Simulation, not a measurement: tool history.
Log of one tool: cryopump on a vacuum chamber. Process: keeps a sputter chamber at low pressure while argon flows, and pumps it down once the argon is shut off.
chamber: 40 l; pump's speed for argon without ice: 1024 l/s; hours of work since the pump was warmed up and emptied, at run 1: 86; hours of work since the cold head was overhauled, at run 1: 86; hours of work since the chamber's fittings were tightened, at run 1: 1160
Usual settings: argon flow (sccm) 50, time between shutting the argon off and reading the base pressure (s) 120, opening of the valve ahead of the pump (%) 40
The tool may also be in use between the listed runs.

run	day	argon flow (sccm)	time between shutting the argon off and reading the base pressure (s)	opening of the valve ahead of the pump (%)	hours of work since the pump was warmed up and emptied	hours of work since the cold head was overhauled	hours of work since the chamber's fittings were tightened	pressure while argon flows (Pa)	pressure after the wait (uPa)
1	0.000	50	120	40	86	86	1160	0.2105	2.21
2	3.312	50	120	37	119	119	1193	0.2308	2.31
3	4.962	50	120	40	136	136	1209	0.2142	2.33
4	6.954	50	54	40	156	156	1229	0.2160	3.39
5	9.233	50	23	40	178	178	1252	0.2187	6.29
6	10.604	50	23	40	192	192	1265	0.2187	6.03
7	12.171	50	120	40	207	207	1281	0.2184	2.54
8	15.446	50	39	40	240	240	1313	0.2220	4.33
9	17.642	50	39	40	262	262	1335	0.2222	4.30
10	20.200	50	39	40	288	288	1361	0.2257	4.48
11	23.104	50	39	40	316	316	1390	0.2276	4.57
12	25.483	34	184	26	340	340	1414	0.2304	2.41
13	28.854	50	58	20	374	374	1447	0.4379	3.82
14	31.375	35	58	20	399	399	1472	0.3054	3.83
15	34.092	35	58	20	426	426	1499	0.3083	4.00
16	37.412	35	58	20	459	459	1532	0.3113	4.01
# day 38.404: pump warmed up, emptied and cooled again
17	39.908	50	21	32	15	482	1555	0.2594	6.60
18	42.479	46	30	19	41	508	1581	0.4016	5.25
19	45.462	92	208	26	70	537	1611	0.5917	2.16
20	46.896	43	52	58	85	552	1625	0.1267	3.86
21	49.512	52	28	20	111	578	1651	0.4378	5.78

Forecast each of these 4 alternatives for the next run:
A	51.692	50	120	18	132	599	1673	?	?
B	51.692	49	68	22	132	599	1673	?	?
C	51.692	83	285	26	132	599	1673	?	?
D	51.692	31	108	40	132	599	1673	?	?

run	pressure while argon flows (Pa)	pressure after the wait (uPa)
A	0.4663	2.80
B	0.3756	3.46
C	0.5373	2.20
D	0.1337	2.78
Without the tool's hidden state the same runs would have given:
run	pressure while argon flows (Pa)	pressure after the wait (uPa)
A	0.4577	1.26
B	0.3672	1.95
C	0.5231	0.69
D	0.1284	1.30
